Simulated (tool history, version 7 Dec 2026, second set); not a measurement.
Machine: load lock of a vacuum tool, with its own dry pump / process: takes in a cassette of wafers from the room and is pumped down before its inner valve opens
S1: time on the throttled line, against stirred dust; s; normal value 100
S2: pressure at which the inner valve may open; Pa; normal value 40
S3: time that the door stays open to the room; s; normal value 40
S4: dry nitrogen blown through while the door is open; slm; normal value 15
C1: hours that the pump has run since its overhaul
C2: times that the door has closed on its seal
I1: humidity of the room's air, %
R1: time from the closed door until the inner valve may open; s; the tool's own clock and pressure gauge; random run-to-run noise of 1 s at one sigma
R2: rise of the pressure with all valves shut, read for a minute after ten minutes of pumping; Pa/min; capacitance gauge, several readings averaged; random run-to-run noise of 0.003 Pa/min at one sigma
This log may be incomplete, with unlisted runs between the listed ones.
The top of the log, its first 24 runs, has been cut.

Run 25, hour 9063.3: usual settings but S1 68 s, S2 59 Pa, S3 30 s, S4 26 slm; C1 3089; C2 22101; I1 45.3. Result: R1 130.3 s, R2 0.039 Pa/min.
Run 26, hour 9534.1: usual settings but S1 119 s, S2 77 Pa, S3 133 s, S4 17 slm; C1 3560; C2 24149; I1 44.1. Result: R1 173.7 s, R2 0.07 Pa/min.
Run 27, hour 9808.1: usual settings but S1 119 s, S2 77 Pa, S3 133 s, S4 17 slm; C1 3834; C2 25341; I1 41.4. Result: R1 173.6 s, R2 0.071 Pa/min.
Run 28, hour 10056.7: usual settings but S2 28 Pa, S3 204 s, S4 26 slm; C1 4082; C2 26421; I1 47.6. Result: R1 165.9 s, R2 0.084 Pa/min.
Run 29, hour 10587: usual settings but S1 191 s, S2 28 Pa, S3 204 s, S4 33 slm; C1 4613; C2 28728; I1 44.7. Result: R1 245.5 s, R2 0.069 Pa/min.
Run 30, hour 10994.2: usual settings but S1 121 s, S3 205 s; C1 5020; C2 30499; I1 45.7. Result: R1 180.9 s, R2 0.093 Pa/min.
Run 31, hour 11315.5: usual settings but S1 121 s, S3 205 s; C1 5341; C2 31896; I1 47.8. Result: R1 181.9 s, R2 0.091 Pa/min.
Run 32, hour 11729.7: usual settings but S1 175 s, S3 42 s; C1 5755; C2 33697; I1 41.3. Result: R1 227.5 s, R2 0.05 Pa/min.
Run 33, hour 12151.3: usual settings but S1 63 s, S2 50 Pa; C1 6177; C2 35531; I1 43.8. Result: R1 128.2 s, R2 0.057 Pa/min.
Run 34, hour 12556.2: usual settings but S1 98 s, S2 51 Pa; C1 6582; C2 37292; I1 42.8. Result: R1 157 s, R2 0.052 Pa/min.
Run 35, hour 13090: usual settings but S2 33 Pa; C1 7116; C2 39614; I1 44.6. Result: R1 165 s, R2 0.056 Pa/min.
Run 36, hour 13575.3: usual settings but S1 61 s, S2 57 Pa, S3 97 s, S4 19 slm; C1 7601; C2 41724; I1 45.5. Result: R1 123.8 s, R2 0.068 Pa/min.

Here are 5 independent what-if runs from the current tool condition. What would each one return?
Run A, hour 13888.1: usual settings but S1 124 s, S2 34 Pa; C1 7914; C2 43085; I1 46.8. Result: R1 ?, R2 ?.
Run B, hour 13888.1: usual settings but S4 36 slm; C1 7914; C2 43085; I1 48.2. Result: R1 ?, R2 ?.
Run C, hour 13888.1: usual settings but S1 126 s, S2 45 Pa, S3 97 s, S4 6 slm; C1 7914; C2 43085; I1 39. Result: R1 ?, R2 ?.
Run D, hour 13888.1: usual settings but S1 165 s, S2 56 Pa, S4 8 slm; C1 7914; C2 43085; I1 42.6. Result: R1 ?, R2 ?.
Run E, hour 13888.1: usual settings but S1 178 s; C1 7914; C2 43085; I1 42.7. Result: R1 ?, R2 ?.

run     R1     R2
  A  186.2  0.054
  B    162  0.044
  C  182.8   0.07
  D  217.2  0.056
  E  229.3   0.05
What these runs would have given with no unlogged condition in the tool:
run     R1     R2
  A  186.2  0.053
  B    162  0.043
  C  182.8  0.069
  D  217.2  0.055
  E  229.2  0.049
